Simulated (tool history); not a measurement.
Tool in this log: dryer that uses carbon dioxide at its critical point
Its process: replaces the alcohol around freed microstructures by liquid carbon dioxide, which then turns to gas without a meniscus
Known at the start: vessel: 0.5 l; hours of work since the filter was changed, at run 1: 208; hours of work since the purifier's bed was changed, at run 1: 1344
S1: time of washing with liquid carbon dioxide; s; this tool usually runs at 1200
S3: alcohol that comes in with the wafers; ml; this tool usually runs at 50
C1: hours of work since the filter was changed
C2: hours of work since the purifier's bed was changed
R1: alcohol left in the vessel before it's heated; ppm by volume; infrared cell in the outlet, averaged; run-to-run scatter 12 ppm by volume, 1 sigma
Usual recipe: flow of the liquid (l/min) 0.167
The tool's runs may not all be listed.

run 1 hour=0 | S1=1200 flow_of_the_liquid_(l/min)=0.167 S3=50 | C1=208 C2=1344 | R1=1371
run 2 hour=29.9 | S1=1200 flow_of_the_liquid_(l/min)=0.167 S3=50 | C1=230 C2=1366 | R1=1431
run 3 hour=65.4 | S1=1200 flow_of_the_liquid_(l/min)=0.167 S3=50 | C1=256 C2=1392 | R1=1574
run 4 hour=111.4 | S1=1200 flow_of_the_liquid_(l/min)=0.167 S3=50 | C1=290 C2=1426 | R1=1637
-- hour=131.5 inlet filter changed
-- hour=146.9 purifier's bed changed
run 5 hour=147.8 | S1=1200 flow_of_the_liquid_(l/min)=0.167 S3=50 | C1=10 C2=1 | R1=713
run 6 hour=173.3 | S1=1200 flow_of_the_liquid_(l/min)=0.167 S3=50 | C1=29 C2=20 | R1=748
run 7 hour=205.1 | S1=1200 flow_of_the_liquid_(l/min)=0.167 S3=50 | C1=52 C2=43 | R1=815
run 8 hour=252 | S1=1200 flow_of_the_liquid_(l/min)=0.167 S3=50 | C1=87 C2=78 | R1=897
run 9 hour=299.8 | S1=1200 flow_of_the_liquid_(l/min)=0.167 S3=50 | C1=123 C2=113 | R1=967
run 10 hour=322.3 | S1=1200 flow_of_the_liquid_(l/min)=0.246 S3=50 | C1=139 C2=130 | R1=136
run 11 hour=346.6 | S1=1200 flow_of_the_liquid_(l/min)=0.167 S3=50 | C1=157 C2=148 | R1=1037
run 12 hour=390.9 | S1=1200 flow_of_the_liquid_(l/min)=0.167 S3=50 | C1=190 C2=181 | R1=1155
run 13 hour=413.3 | S1=1200 flow_of_the_liquid_(l/min)=0.167 S3=50 | C1=207 C2=198 | R1=1192
run 14 hour=450.2 | S1=1200 flow_of_the_liquid_(l/min)=0.167 S3=50 | C1=234 C2=225 | R1=1265
run 15 hour=498 | S1=1200 flow_of_the_liquid_(l/min)=0.167 S3=50 | C1=270 C2=260 | R1=1398
run 16 hour=532.8 | S1=1200 flow_of_the_liquid_(l/min)=0.167 S3=50 | C1=295 C2=286 | R1=1471
-- hour=545.3 inlet filter changed
run 17 hour=560.6 | S1=1200 flow_of_the_liquid_(l/min)=0.167 S3=50 | C1=11 C2=306 | R1=779
run 18 hour=613.9 | S1=1200 flow_of_the_liquid_(l/min)=0.167 S3=29 | C1=51 C2=346 | R1=509
run 19 hour=639.3 | S1=1200 flow_of_the_liquid_(l/min)=0.167 S3=29 | C1=70 C2=364 | R1=538
run 20 hour=664.6 | S1=1380 flow_of_the_liquid_(l/min)=0.167 S3=50 | C1=88 C2=383 | R1=474
run 21 hour=691.6 | S1=1320 flow_of_the_liquid_(l/min)=0.167 S3=50 | C1=108 C2=403 | R1=623
run 22 hour=738.5 | S1=1320 flow_of_the_liquid_(l/min)=0.167 S3=50 | C1=143 C2=438 | R1=678
run 23 hour=763.7 | S1=1200 flow_of_the_liquid_(l/min)=0.174 S3=50 | C1=162 C2=457 | R1=926
run 24 hour=791.1 | S1=1860 flow_of_the_liquid_(l/min)=0.174 S3=50 | C1=182 C2=477 | R1=130
run 25 hour=833.4 | S1=1860 flow_of_the_liquid_(l/min)=0.122 S3=113 | C1=214 C2=508 | R1=1472
run 26 hour=871.5 | S1=1860 flow_of_the_liquid_(l/min)=0.122 S3=113 | C1=242 C2=537 | R1=1632
run 27 hour=894.3 | S1=1680 flow_of_the_liquid_(l/min)=0.122 S3=48 | C1=259 C2=553 | R1=1205
run 28 hour=945.5 | S1=900 flow_of_the_liquid_(l/min)=0.122 S3=36 | C1=297 C2=591 | R1=6901
-- hour=956.2 inlet filter changed
run 29 hour=982.9 | S1=1200 flow_of_the_liquid_(l/min)=0.2 S3=48 | C1=20 C2=618 | R1=363
run 30 hour=1013.7 | S1=1200 flow_of_the_liquid_(l/min)=0.2 S3=48 | C1=43 C2=641 | R1=377
run 31 hour=1057.8 | S1=1200 flow_of_the_liquid_(l/min)=0.2 S3=48 | C1=75 C2=674 | R1=407
run 32 hour=1089.4 | S1=1140 flow_of_the_liquid_(l/min)=0.109 S3=25 | C1=99 C2=697 | R1=2649
run 33 hour=1140.6 | S1=1140 flow_of_the_liquid_(l/min)=0.109 S3=25 | C1=137 C2=735 | R1=2779
run 34 hour=1181.6 | S1=1140 flow_of_the_liquid_(l/min)=0.109 S3=25 | C1=167 C2=766 | R1=2984
run 35 hour=1229.2 | S1=1680 flow_of_the_liquid_(l/min)=0.167 S3=38 | C1=202 C2=801 | R1=243
run 36 hour=1262.6 | S1=780 flow_of_the_liquid_(l/min)=0.142 S3=38 | C1=227 C2=826 | R1=6784
run 37 hour=1292.8 | S1=780 flow_of_the_liquid_(l/min)=0.142 S3=38 | C1=250 C2=848 | R1=6823
run 38 hour=1322.2 | S1=780 flow_of_the_liquid_(l/min)=0.142 S3=38 | C1=271 C2=870 | R1=7203
run 39 hour=1348.9 | S1=780 flow_of_the_liquid_(l/min)=0.142 S3=38 | C1=291 C2=890 | R1=7345
-- hour=1369.9 inlet filter changed
run 40 hour=1386.3 | S1=780 flow_of_the_liquid_(l/min)=0.142 S3=38 | C1=12 C2=917 | R1=5032
run 41 hour=1429.1 | S1=900 flow_of_the_liquid_(l/min)=0.115 S3=60 | C1=44 C2=949 | R1=9555
run 42 hour=1470.1 | S1=1320 flow_of_the_liquid_(l/min)=0.217 S3=69 | C1=74 C2=979 | R1=282
run 43 hour=1517.3 | S1=1200 flow_of_the_liquid_(l/min)=0.18 S3=69 | C1=109 C2=1014 | R1=1029
run 44 hour=1545.7 | S1=1200 flow_of_the_liquid_(l/min)=0.18 S3=69 | C1=130 C2=1035 | R1=1070
run 45 hour=1568.4 | S1=1080 flow_of_the_liquid_(l/min)=0.167 S3=93 | C1=147 C2=1052 | R1=3122
run 46 hour=1612.7 | S1=780 flow_of_the_liquid_(l/min)=0.223 S3=93 | C1=180 C2=1085 | R1=3940

Alternative continuations, all from the tool just after run 46; predict every row:
run A hour=1645 | S1=900 flow_of_the_liquid_(l/min)=0.115 S3=93 | C1=204 C2=1109 | R1=?
run B hour=1645 | S1=960 flow_of_the_liquid_(l/min)=0.215 S3=25 | C1=204 C2=1109 | R1=?
run C hour=1645 | S1=1020 flow_of_the_liquid_(l/min)=0.135 S3=93 | C1=204 C2=1109 | R1=?
run D hour=1645 | S1=1200 flow_of_the_liquid_(l/min)=0.167 S3=24 | C1=204 C2=1109 | R1=?

run=A R1=18624
run=B R1=649
run=C R1=8721
run=D R1=697
Stripped of hidden state, with their random variation kept, the same runs would have yielded:
run=A R1=14069
run=B R1=311
run=C R1=5985
run=D R1=342
